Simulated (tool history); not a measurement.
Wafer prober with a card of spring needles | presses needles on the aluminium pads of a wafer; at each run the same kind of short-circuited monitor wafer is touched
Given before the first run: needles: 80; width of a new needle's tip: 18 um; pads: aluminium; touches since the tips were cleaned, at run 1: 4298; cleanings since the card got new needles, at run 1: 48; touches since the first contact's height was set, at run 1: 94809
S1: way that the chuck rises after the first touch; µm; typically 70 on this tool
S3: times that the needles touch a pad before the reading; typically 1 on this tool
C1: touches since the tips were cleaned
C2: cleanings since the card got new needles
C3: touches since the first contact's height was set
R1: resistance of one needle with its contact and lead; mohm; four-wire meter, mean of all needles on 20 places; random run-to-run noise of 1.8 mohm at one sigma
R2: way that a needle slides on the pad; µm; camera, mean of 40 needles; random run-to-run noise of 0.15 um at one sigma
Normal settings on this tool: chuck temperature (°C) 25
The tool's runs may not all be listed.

run 1 hour=0 | S1=70 chuck_temperature_(°C)=25 S3=1 | C1=4298 C2=48 C3=94809 | R1=190 R2=16.69
-- hour=4.8 tips cleaned on abrasive film
-- hour=22.3 tips cleaned on abrasive film
run 2 hour=22.6 | S1=70 chuck_temperature_(°C)=25 S3=1 | C1=132 C2=50 C3=103562 | R1=188 R2=16.88
-- hour=38.1 tips cleaned on abrasive film
run 3 hour=38.1 | S1=70 chuck_temperature_(°C)=25 S3=1 | C1=0 C2=51 C3=109540 | R1=188 R2=16.73
run 4 hour=52.8 | S1=70 chuck_temperature_(°C)=25 S3=1 | C1=5771 C2=51 C3=115311 | R1=193 R2=16.92
-- hour=54.5 tips cleaned on abrasive film
-- hour=70.3 tips cleaned on abrasive film
run 5 hour=70.3 | S1=70 chuck_temperature_(°C)=28 S3=1 | C1=0 C2=53 C3=122052 | R1=190 R2=16.91
-- hour=87.2 tips cleaned on abrasive film
run 6 hour=91.3 | S1=70 chuck_temperature_(°C)=28 S3=1 | C1=1577 C2=54 C3=130188 | R1=190 R2=16.79
-- hour=104.1 tips cleaned on abrasive film
run 7 hour=104.4 | S1=70 chuck_temperature_(°C)=95 S3=1 | C1=121 C2=55 C3=135258 | R1=203 R2=16.94
-- hour=121.4 tips cleaned on abrasive film
run 8 hour=128.6 | S1=70 chuck_temperature_(°C)=95 S3=1 | C1=2824 C2=56 C3=144677 | R1=201 R2=16.86
-- hour=138.4 tips cleaned on abrasive film
run 9 hour=143.5 | S1=70 chuck_temperature_(°C)=95 S3=1 | C1=1995 C2=57 C3=150462 | R1=205 R2=16.96
-- hour=154.2 tips cleaned on abrasive film
run 10 hour=158.1 | S1=70 chuck_temperature_(°C)=31 S3=1 | C1=1515 C2=58 C3=156097 | R1=191 R2=17.1
-- hour=170.9 tips cleaned on abrasive film
run 11 hour=175 | S1=70 chuck_temperature_(°C)=60 S3=1 | C1=1617 C2=59 C3=162667 | R1=196 R2=16.91
run 12 hour=185.2 | S1=70 chuck_temperature_(°C)=60 S3=1 | C1=5573 C2=59 C3=166623 | R1=196 R2=16.9
-- hour=187.2 tips cleaned on abrasive film
run 13 hour=196.6 | S1=70 chuck_temperature_(°C)=60 S3=1 | C1=3670 C2=60 C3=171070 | R1=199 R2=16.99
-- hour=203.4 tips cleaned on abrasive film
run 14 hour=211.5 | S1=77 chuck_temperature_(°C)=35 S3=1 | C1=3161 C2=61 C3=176839 | R1=192 R2=18.49
-- hour=220 tips cleaned on abrasive film
run 15 hour=233.6 | S1=75 chuck_temperature_(°C)=25 S3=1 | C1=5309 C2=62 C3=185396 | R1=190 R2=18.26
-- hour=236 tips cleaned on abrasive film
-- hour=251.8 tips cleaned on abrasive film
run 16 hour=251.8 | S1=70 chuck_temperature_(°C)=32 S3=1 | C1=0 C2=64 C3=192429 | R1=190 R2=16.75
run 17 hour=262.2 | S1=70 chuck_temperature_(°C)=101 S3=2 | C1=4072 C2=64 C3=196501 | R1=205 R2=16.59
-- hour=267.3 tips cleaned on abrasive film
run 18 hour=281.7 | S1=56 chuck_temperature_(°C)=123 S3=2 | C1=5624 C2=65 C3=204056 | R1=215 R2=13.53
-- hour=283.4 tips cleaned on abrasive film
-- hour=299.6 tips cleaned on abrasive film
run 19 hour=306.2 | S1=59 chuck_temperature_(°C)=45 S3=1 | C1=2574 C2=67 C3=213560 | R1=197 R2=14.27
-- hour=315.3 tips cleaned on abrasive film
run 20 hour=327.2 | S1=59 chuck_temperature_(°C)=84 S3=3 | C1=4629 C2=68 C3=221693 | R1=204 R2=14.17
-- hour=331 tips cleaned on abrasive film
run 21 hour=340 | S1=70 chuck_temperature_(°C)=45 S3=2 | C1=3522 C2=69 C3=226661 | R1=195 R2=16.95
-- hour=346.7 tips cleaned on abrasive film
run 22 hour=354.4 | S1=53 chuck_temperature_(°C)=25 S3=1 | C1=3035 C2=70 C3=232244 | R1=192 R2=12.74
-- hour=362.2 tips cleaned on abrasive film
run 23 hour=366.7 | S1=53 chuck_temperature_(°C)=110 S3=1 | C1=1737 C2=71 C3=236979 | R1=213 R2=12.73
-- hour=377.9 tips cleaned on abrasive film
run 24 hour=383.8 | S1=53 chuck_temperature_(°C)=110 S3=1 | C1=2285 C2=72 C3=243623 | R1=213 R2=12.76
-- hour=394.3 tips cleaned on abrasive film
run 25 hour=395.5 | S1=53 chuck_temperature_(°C)=110 S3=1 | C1=483 C2=73 C3=248158 | R1=206 R2=12.76
-- hour=397.4 height of the first contact set anew
-- hour=411.7 tips cleaned on abrasive film
run 26 hour=411.7 | S1=59 chuck_temperature_(°C)=95 S3=1 | C1=20 C2=74 C3=5536 | R1=206 R2=14.29

For each entry between runs, how does the tool's hidden state at the last listed run before it compare with that at the first listed run after it?
Between runs 1 and 2: tips cleaned on abrasive film (hour 4.8); tips cleaned on abrasive film (hour 22.3)
  debris on the tips, nm: 0.8 -> 0.1
Between runs 2 and 3: tips cleaned on abrasive film (hour 38.1)
  the hidden state is the same at both runs
Between runs 4 and 5: tips cleaned on abrasive film (hour 54.5); tips cleaned on abrasive film (hour 70.3)
  debris on the tips, nm: 1 -> 0.1
Between runs 5 and 6: tips cleaned on abrasive film (hour 87.2)
  debris on the tips, nm: 0.1 -> 0.5; way that the needles fall short of the set height, um: 0.02 -> 0.03
Between runs 6 and 7: tips cleaned on abrasive film (hour 104.1)
  debris on the tips, nm: 0.5 -> 0.1
Between runs 7 and 8: tips cleaned on abrasive film (hour 121.4)
  debris on the tips, nm: 0.1 -> 0.6; tips' diameter, um: 18.02 -> 18.03
Between runs 8 and 9: tips cleaned on abrasive film (hour 138.4)
  debris on the tips, nm: 0.6 -> 0.5
Between runs 9 and 10: tips cleaned on abrasive film (hour 154.2)
  debris on the tips, nm: 0.5 -> 0.4
Between runs 10 and 11: tips cleaned on abrasive film (hour 170.9)
  debris on the tips, nm: 0.4 -> 0.5
Between runs 12 and 13: tips cleaned on abrasive film (hour 187.2)
  debris on the tips, nm: 0.9 -> 0.8
Between runs 13 and 14: tips cleaned on abrasive film (hour 203.4)
  debris on the tips, nm: 0.8 -> 0.7
Between runs 14 and 15: tips cleaned on abrasive film (hour 220)
  debris on the tips, nm: 0.7 -> 0.9; way that the needles fall short of the set height, um: 0.03 -> 0.04
Between runs 15 and 16: tips cleaned on abrasive film (hour 236); tips cleaned on abrasive film (hour 251.8)
  debris on the tips, nm: 0.9 -> 0.1
Between runs 17 and 18: tips cleaned on abrasive film (hour 267.3)
  debris on the tips, nm: 0.8 -> 0.9
Between runs 18 and 19: tips cleaned on abrasive film (hour 283.4); tips cleaned on abrasive film (hour 299.6)
  debris on the tips, nm: 0.9 -> 0.6
Between runs 19 and 20: tips cleaned on abrasive film (hour 315.3)
  debris on the tips, nm: 0.6 -> 0.9
Between runs 20 and 21: tips cleaned on abrasive film (hour 331)
  debris on the tips, nm: 0.9 -> 0.8; way that the needles fall short of the set height, um: 0.04 -> 0.05
Between runs 21 and 22: tips cleaned on abrasive film (hour 346.7)
  debris on the tips, nm: 0.8 -> 0.7
Between runs 22 and 23: tips cleaned on abrasive film (hour 362.2)
  debris on the tips, nm: 0.7 -> 0.4
Between runs 23 and 24: tips cleaned on abrasive film (hour 377.9)
  debris on the tips, nm: 0.4 -> 0.6
Between runs 24 and 25: tips cleaned on abrasive film (hour 394.3)
  debris on the tips, nm: 0.6 -> 0.2
Between runs 25 and 26: height of the first contact set anew (hour 397.4); tips cleaned on abrasive film (hour 411.7)
  debris on the tips, nm: 0.2 -> 0.1; way that the needles fall short of the set height, um: 0.05 -> 0

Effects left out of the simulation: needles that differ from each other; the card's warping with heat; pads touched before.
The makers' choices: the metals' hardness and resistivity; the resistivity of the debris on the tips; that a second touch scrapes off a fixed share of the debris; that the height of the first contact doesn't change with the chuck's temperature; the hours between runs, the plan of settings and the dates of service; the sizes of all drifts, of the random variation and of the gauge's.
